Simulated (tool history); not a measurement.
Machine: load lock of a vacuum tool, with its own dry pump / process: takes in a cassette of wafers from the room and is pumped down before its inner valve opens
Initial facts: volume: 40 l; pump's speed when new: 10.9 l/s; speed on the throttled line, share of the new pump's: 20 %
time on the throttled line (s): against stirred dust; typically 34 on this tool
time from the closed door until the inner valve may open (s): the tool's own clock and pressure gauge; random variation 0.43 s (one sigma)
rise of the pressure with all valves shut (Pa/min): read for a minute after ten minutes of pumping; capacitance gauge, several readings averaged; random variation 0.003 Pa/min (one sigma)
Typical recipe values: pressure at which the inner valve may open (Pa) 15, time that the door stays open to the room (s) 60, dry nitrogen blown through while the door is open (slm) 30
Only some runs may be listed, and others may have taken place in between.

run     hour  time on the throttled line (s)  pressure at which the inner valve may open (Pa)  time that the door stays open to the room (s)  dry nitrogen blown through while the door is open (slm)  incoming humidity of the room's air, %  time from the closed door until the inner valve may open (s)  rise of the pressure with all valves shut (Pa/min)
  1      0.0                              34                                               15                                             60                                                       30                                    46.7                                                          60.2                                               0.041
  2    345.8                              44                                               15                                             60                                                       30                                    44.7                                                          67.9                                               0.041
  3    887.6                              44                                               15                                             60                                                       30                                    47.1                                                          68.3                                               0.056
  4   1257.6                              44                                               15                                             60                                                       30                                    50.3                                                          68.6                                               0.062
  5   1718.3                              44                                               15                                             60                                                       30                                    43.1                                                          68.7                                               0.070
  6   2297.2                              34                                               15                                            144                                                       30                                    47.3                                                          60.8                                               0.095
  7   2808.9                              34                                               15                                             60                                                       30                                    44.0                                                          59.5                                               0.101
  8   3284.4                              34                                               15                                             60                                                       37                                    42.0                                                          61.4                                               0.107
  9   3856.0                              34                                               15                                            178                                                       37                                    44.5                                                          61.9                                               0.143
 10   4377.1                              34                                               15                                            178                                                       37                                    45.1                                                          61.2                                               0.158
 11   4767.7                              34                                               21                                             60                                                       30                                    48.6                                                          60.3                                               0.169
 12   5269.1                              34                                               15                                             60                                                       30                                    44.3                                                          61.5                                               0.190
 13   5596.0                              34                                               15                                             60                                                       30                                    43.9                                                          61.1                                               0.200
      5743.8  -- door's seal changed, seat wiped
 14   6129.6                              24                                               20                                             60                                                        8                                    47.3                                                          52.4                                               0.048
 15   6667.6                              46                                               20                                             32                                                        6                                    47.1                                                          70.4                                               0.048
 16   7154.7                              18                                               14                                             79                                                       21                                    44.6                                                          49.6                                               0.046
 17   7522.6                              18                                               14                                             37                                                       21                                    43.7                                                          49.5                                               0.051
 18   7884.4                              24                                               15                                            141                                                       30                                    46.7                                                          53.9                                               0.068
 19   8373.2                              24                                               15                                            100                                                       30                                    42.8                                                          55.0                                               0.068
 20   8737.1                              24                                               26                                             28                                                       30                                    48.2                                                          52.7                                               0.078
 21   8984.4                              24                                               26                                             28                                                       30                                    47.5                                                          52.8                                               0.076
 22   9507.2                              24                                               26                                             28                                                       30                                    45.1                                                          52.2                                               0.095
 23  10063.1                              29                                               11                                            154                                                        4                                    43.3                                                          60.0                                               0.148
 24  10433.2                              29                                               11                                            154                                                        4                                    45.4                                                          60.0                                               0.164
 25  10966.0                              36                                               11                                            154                                                       30                                    43.0                                                          65.7                                               0.160

Here are 4 independent what-if runs from the current tool condition. What would each one return?
  A  11433.5                              17                                               17                                            154                                                       29                                    45.9                                                             ?                                                   ?
  B  11433.5                              36                                               11                                            154                                                       43                                    42.3                                                             ?                                                   ?
  C  11433.5                              36                                               11                                            226                                                       30                                    44.5                                                             ?                                                   ?
  D  11433.5                              34                                               20                                             60                                                       30                                    45.8                                                             ?                                                   ?

run  time from the closed door until the inner valve may open (s)  rise of the pressure with all valves shut (Pa/min)
  A                                                          49.8                                               0.170
  B                                                          66.3                                               0.173
  C                                                          65.8                                               0.185
  D                                                          61.7                                               0.164
With no hidden state in the tool, these same runs would have given:
run  time from the closed door until the inner valve may open (s)  rise of the pressure with all valves shut (Pa/min)
  A                                                          45.6                                               0.036
  B                                                          62.4                                               0.039
  C                                                          62.0                                               0.048
  D                                                          58.2                                               0.028

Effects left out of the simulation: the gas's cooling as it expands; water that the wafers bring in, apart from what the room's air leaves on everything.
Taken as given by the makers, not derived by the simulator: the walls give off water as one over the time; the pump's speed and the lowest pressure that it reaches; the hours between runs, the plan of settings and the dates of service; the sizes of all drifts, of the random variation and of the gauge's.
